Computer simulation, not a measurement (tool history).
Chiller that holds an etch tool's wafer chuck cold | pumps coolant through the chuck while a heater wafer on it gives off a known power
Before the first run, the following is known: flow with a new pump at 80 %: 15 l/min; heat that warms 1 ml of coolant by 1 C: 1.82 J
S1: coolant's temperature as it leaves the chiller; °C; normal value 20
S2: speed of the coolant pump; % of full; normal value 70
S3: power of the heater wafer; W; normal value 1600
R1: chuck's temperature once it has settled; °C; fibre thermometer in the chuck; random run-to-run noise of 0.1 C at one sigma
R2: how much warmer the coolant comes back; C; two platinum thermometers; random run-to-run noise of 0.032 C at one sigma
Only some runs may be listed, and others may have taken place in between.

run      day  S1  S2    S3    R1    R2
  1        0  20  70  1600  41.5  4.31
  2    4.575  20  70  1577  41.6  4.29
  3    9.171  20  70  1600  41.9  4.31
  4   16.442  26  70  1600  47.9   4.3
  5   24.138  26  70  1184  42.4  3.17
  6   28.592  20  70  1600  42.2  4.37
  7   35.225  20  70  1600  42.3  4.43
  8   39.554  20  70  1600  42.3  4.44
  9   46.017  20  70  1600  42.3  4.35
 10   50.412  20  70  1711  43.9  4.68
 11   59.267  20  70  1711  44.2  4.73
 12   67.679  20  70  1711  44.4  4.83
 13   74.988  20  70  1600    43   4.5
 14   83.462  20  70  1600  42.9   4.5
 15   91.188  20  70  1600  43.2  4.55
 16   97.217  20  70  1600    43  4.56
 17  104.475  20  87  1778  42.5  4.02
 18  113.296  18  91  1778  40.1  3.86
 19  117.096  12  84  1778  35.1  4.17
 20  121.896  12  84  1778  35.1  4.24
 21  126.846  12  84  1778  35.5  4.19
 22  133.712  12  74   839  23.6  2.31
 23  139.275  19  91  1600  39.1  3.52
       142.4  -- chiller's thermometer calibrated
 24  145.988  12  68  1107  29.2  3.27
 25  152.242  23  83  1107    38  2.68
 26  159.296  23  83  1107    38  2.68
 27    163.5  20  95  1171  34.9  2.51
 28  168.238  20  95  1171  34.7   2.5
 29  172.512  20  95  1171  34.8  2.49
 30  180.046  20  95  1171  34.9  2.49
 31  185.512  20  95  1171    35  2.51

Selected run-to-run steps in R1, each split into two signed amounts: the part the tool would show with no hidden state at all (from settings, incoming material and random variation), and the remainder, which goes to the hidden state together with any gauge scatter not common to the measured and the hidden-state-free results:
Unlogged tool condition in this case: heat passed by the chuck's channels, % of clean ones'; flow at a given pump speed, % of a new pump's; coolant's true temperature over the reading, C; drift of the gauge itself on chuck_c, C; drift of the gauge itself on warmer_back_c, C.
Run 5 -> 6: S1 26 -> 20, S3 1184 -> 1600. R1 -0.2 °C: hidden state +0.4, all else -0.6.
Run 21 -> 22: S2 84 -> 74, S3 1778 -> 839. R1 -11.9 °C: hidden state -1.4, all else -10.5.
Run 22 -> 23: S1 12 -> 19, S2 74 -> 91, S3 839 -> 1600. R1 +15.5 °C: hidden state +1.1, all else +14.4.
Run 23 -> 24: S1 19 -> 12, S2 91 -> 68, S3 1600 -> 1107, chiller's thermometer calibrated. R1 -9.9 °C: hidden state +0.1, all else -10.

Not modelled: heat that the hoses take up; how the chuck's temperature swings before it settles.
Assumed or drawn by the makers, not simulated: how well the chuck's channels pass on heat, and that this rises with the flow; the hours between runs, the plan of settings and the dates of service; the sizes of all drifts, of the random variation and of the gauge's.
